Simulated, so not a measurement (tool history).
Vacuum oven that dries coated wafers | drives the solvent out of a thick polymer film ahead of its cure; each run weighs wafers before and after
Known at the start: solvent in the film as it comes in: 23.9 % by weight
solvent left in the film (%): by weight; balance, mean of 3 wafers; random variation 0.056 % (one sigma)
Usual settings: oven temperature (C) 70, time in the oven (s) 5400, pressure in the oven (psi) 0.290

run    day  oven temperature (C)  time in the oven (s)  pressure in the oven (psi)  solvent left in the film (%)
  1  0.000                    70                  5400                       0.290                          2.57
  2  0.521                    70                  5400                       0.290                          2.55
  3  0.858                    70                  5400                       0.911                          5.08
  4  1.183                    70                  5400                       0.911                          5.14
  5  1.658                    70                  5400                       0.290                          2.66
  6  2.067                    70                  5400                       0.290                          2.60
     2.162  -- vacuum gauge cleaned of residue and calibrated
  7  2.392                    64                  3120                       0.290                          7.52
  8  2.858                    70                  4980                       0.290                          2.86
  9  3.258                    70                  4260                       0.180                          3.16
 10  3.612                    61                  6120                       0.157                          3.76
     3.796  -- vacuum gauge cleaned of residue and calibrated, once more
 11  3.917                    62                  5640                       0.174                          3.91
 12  4.429                    60                  5640                       0.406                          5.91

3 ways to go on from here, each from the tool as it stands after run 12. What would each give?
  A  4.788                    69                  5040                       0.406                             ?
  B  4.788                    62                  5400                       0.290                             ?
  C  4.788                    64                  5400                       0.290                             ?

run  solvent left in the film (%)
  A                          3.51
  B                          4.79
  C                          4.26
Without the tool's hidden state the same runs would have given:
run  solvent left in the film (%)
  A                          3.44
  B                          4.70
  C                          4.17

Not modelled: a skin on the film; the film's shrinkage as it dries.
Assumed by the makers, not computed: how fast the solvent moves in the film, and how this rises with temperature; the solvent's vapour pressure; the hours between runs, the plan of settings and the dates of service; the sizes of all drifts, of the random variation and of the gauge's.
